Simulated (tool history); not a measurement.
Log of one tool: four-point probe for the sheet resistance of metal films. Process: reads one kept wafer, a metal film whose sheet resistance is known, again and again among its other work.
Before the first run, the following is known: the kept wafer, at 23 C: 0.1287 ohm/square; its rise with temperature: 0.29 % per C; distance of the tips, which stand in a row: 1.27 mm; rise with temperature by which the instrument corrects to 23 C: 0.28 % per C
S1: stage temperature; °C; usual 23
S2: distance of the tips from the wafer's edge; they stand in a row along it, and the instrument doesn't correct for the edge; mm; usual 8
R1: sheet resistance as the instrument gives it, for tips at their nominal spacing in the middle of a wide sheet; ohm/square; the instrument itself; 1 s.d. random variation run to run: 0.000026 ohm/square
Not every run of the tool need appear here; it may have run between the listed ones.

run   hour  S1  S2        R1
  1    0.0  23   8  0.130415
  2   68.9  23  46  0.128754
  3  113.6  23  46  0.128744
  4  197.8  23   8  0.130404
  5  292.8  23   8  0.130426
  6  363.3  23   8  0.130399
  7  472.2  22  10  0.129832

What does the tool deliver on the next run?
  8  536.4  22  10   ?

For run 8 the tool returned R1 0.129796 ohm/square.
Had the tool carried no hidden state, the very same run would have given R1 0.129790 ohm/square.
